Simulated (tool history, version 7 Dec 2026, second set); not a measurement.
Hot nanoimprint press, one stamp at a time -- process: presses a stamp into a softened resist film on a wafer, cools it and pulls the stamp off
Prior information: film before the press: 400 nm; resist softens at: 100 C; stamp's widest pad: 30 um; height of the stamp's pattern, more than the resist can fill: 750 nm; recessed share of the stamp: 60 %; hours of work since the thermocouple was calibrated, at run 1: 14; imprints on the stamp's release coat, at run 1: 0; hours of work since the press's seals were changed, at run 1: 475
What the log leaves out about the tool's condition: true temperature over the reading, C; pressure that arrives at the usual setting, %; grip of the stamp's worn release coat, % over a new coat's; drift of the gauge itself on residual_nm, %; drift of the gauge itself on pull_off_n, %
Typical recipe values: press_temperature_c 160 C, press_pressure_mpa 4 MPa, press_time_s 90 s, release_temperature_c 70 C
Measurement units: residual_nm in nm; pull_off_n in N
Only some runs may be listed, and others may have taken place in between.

run     day  press_temperature_c  press_pressure_mpa  press_time_s  release_temperature_c  hours of work since the thermocouple was calibrated  imprints on the stamp's release coat  hours of work since the press's seals were changed  residual_nm  pull_off_n
  1       0                  160                   4            90                     70                                                   14                                     0                                                 475          167         216
  2   0.921                  160                   4           100                     70                                                   26                                    82                                                 487        161.4         208
  3     1.7                  156                   4            90                     70                                                   35                                   150                                                 497        200.5         216
  4   2.467                  156                   4            90                     70                                                   45                                   218                                                 507        205.9         215
  5   3.662                  160                   4            90                     70                                                   61                                   323                                                 522        165.8         217
  6   4.658                  160                   4            90                     70                                                   73                                   411                                                 535        169.5         226
  7   5.692                  160                   4            90                     70                                                   87                                   502                                                 548        169.3         219
  8   6.367                  160                 4.7            90                     70                                                   95                                   562                                                 557        155.9         222
  9   7.175                  160                 4.7            90                     70                                                  106                                   633                                                 567        156.8         220
 10     7.9                  160                 4.7            90                     70                                                  115                                   697                                                 577        155.3         230
 11   8.862                  160                   4           133                     70                                                  127                                   782                                                 589        149.9         226
 12    9.95                  160                   4           133                     70                                                  141                                   878                                                 603        148.9         230
 13  10.525                  160                   4            90                     70                                                  149                                   928                                                 610        171.7         227
 14  11.467                  160                   4           160                     70                                                  161                                  1012                                                 622        139.6         231
 15  12.196                  160                   4            90                     70                                                  170                                  1076                                                 632        171.8         231
 16  12.846                  160                5.86            84                     72                                                  178                                  1133                                                 640        143.3         223
 17  13.562                  160                5.92            90                     70                                                  187                                  1196                                                 649        140.8         237
 18  14.425                  160                3.04            90                     70                                                  199                                  1272                                                 660        198.9         232
 19  15.496                  162                4.45           122                     70                                                  212                                  1367                                                 674        132.2         240
 20  16.212                  158                4.45           122                     61                                                  221                                  1430                                                 683        162.4         285
 21  17.354                  158                4.45           175                     61                                                  236                                  1530                                                 698        143.5         288
 22  17.958                  158                4.45           175                     61                                                  244                                  1584                                                 705        145.4         292
 23  19.162                  158                4.45            87                     68                                                  259                                  1690                                                 721          185         261
     19.925  -- stamp cleaned and given a new release coat
 24  20.567                  158                4.45            87                     68                                                  274                                    57                                                 736        183.4         226
 25  21.454                  153                4.45            53                     76                                                  285                                   135                                                 747        266.6         191
 26  22.617                  153                4.45            53                     76                                                  300                                   237                                                 762        265.6         189
 27  23.504                  153                4.45            53                     76                                                  312                                   316                                                 773        268.9         194
 28  24.288                  153                4.45            53                     76                                                  322                                   385                                                 783        268.6         189
 29  25.367                  164                2.41            58                     65                                                  335                                   480                                                 797        216.8         243

Branching from run 29: 3 alternative next runs. What would each branch give?
  A  26.533                  160                3.22           100                     64                                                  350                                   583                                                 812            ?           ?
  B  26.533                  160                   4            73                     61                                                  350                                   583                                                 812            ?           ?
  C  26.533                  160                 2.5            80                     68                                                  350                                   583                                                 812            ?           ?

run  residual_nm  pull_off_n
  A        191.1         247
  B        189.1         263
  C        226.8         231
With no hidden state in the tool, these same runs would have given:
run  residual_nm  pull_off_n
  A        179.4         231
  B        176.4         247
  C        215.5         216

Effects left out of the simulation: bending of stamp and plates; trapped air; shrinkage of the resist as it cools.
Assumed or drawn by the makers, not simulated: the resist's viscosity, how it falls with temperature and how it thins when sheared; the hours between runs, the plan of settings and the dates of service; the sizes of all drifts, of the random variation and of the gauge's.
